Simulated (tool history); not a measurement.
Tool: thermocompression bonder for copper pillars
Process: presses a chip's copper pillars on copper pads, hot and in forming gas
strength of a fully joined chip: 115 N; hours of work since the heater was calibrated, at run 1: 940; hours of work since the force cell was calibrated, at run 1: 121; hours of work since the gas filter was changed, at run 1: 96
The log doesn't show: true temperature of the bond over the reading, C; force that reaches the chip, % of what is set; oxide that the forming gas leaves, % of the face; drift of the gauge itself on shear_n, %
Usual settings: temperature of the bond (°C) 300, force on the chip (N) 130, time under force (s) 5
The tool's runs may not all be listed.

run	hour	temperature of the bond (°C)	force on the chip (N)	time under force (s)	hours of work since the heater was calibrated	hours of work since the force cell was calibrated	hours of work since the gas filter was changed	force that shears a chip off (N)
1	0	300	130	5	940	121	96	74.6
2	15.6	300	130	3	949	131	106	63
3	25.4	300	130	3	955	137	112	62.5
4	37	300	130	5	962	144	119	74.1
5	51.7	300	130	5	971	153	128	74
6	61.3	300	130	5	977	158	134	72.7
7	77.9	300	130	3	987	169	144	63.6
8	97.4	300	130	3	999	181	156	62.5
# hour 103.5: forming gas filter changed
9	117	300	130	3	1011	192	8	63.8
10	130.4	300	130	7	1019	200	16	81.7
# hour 145.1: heater calibrated with a thermocouple chip
11	146.5	300	126	5	1	209	25	72.4
12	167.6	300	126	5	14	222	38	72.8
13	177.3	300	126	5	20	228	44	73.1
14	192.5	300	126	5	29	237	53	74.2
15	212.2	300	126	5	41	249	65	73.5
16	233.2	300	126	5	54	262	78	72.3
17	246	300	130	5	62	270	86	74
18	264.2	302	130	5	73	281	97	73
19	280	284	183	3	82	291	107	67.1
20	297.5	284	183	4	93	301	117	72.8
21	311.7	284	183	4	102	310	126	73.8
22	332.1	328	145	12	114	322	138	106.5
23	347	328	145	12	123	331	148	105.9
24	364.8	296	135	3	134	342	158	63
# hour 366.8: forming gas filter changed
25	386.3	278	153	3	147	355	12	58.3
26	402	278	93	3	157	365	22	40.9
27	417.6	282	145	5	166	374	31	69
28	433.7	282	145	5	176	384	41	66.8
29	454.5	282	145	5	189	397	54	69.1
30	470.6	329	110	11	199	407	63	95.5
31	481.2	329	110	11	205	413	70	97
32	494.2	271	130	5	213	421	78	57.6
33	512.8	271	130	5	224	432	89	56.6
34	530.2	271	130	5	235	443	100	56.8
35	548.2	300	130	5	246	454	111	74.3

3 ways to go on from here, each from the tool as it stands after run 35. What would each give?
A	559.9	328	96	4	253	461	118	?
B	559.9	315	125	8	253	461	118	?
C	559.9	271	80	15	253	461	118	?

run	force that shears a chip off (N)
A	72.4
B	90.1
C	61.1
Without the tool's hidden state the same runs would have given:
run	force that shears a chip off (N)
A	72.4
B	90.1
C	61

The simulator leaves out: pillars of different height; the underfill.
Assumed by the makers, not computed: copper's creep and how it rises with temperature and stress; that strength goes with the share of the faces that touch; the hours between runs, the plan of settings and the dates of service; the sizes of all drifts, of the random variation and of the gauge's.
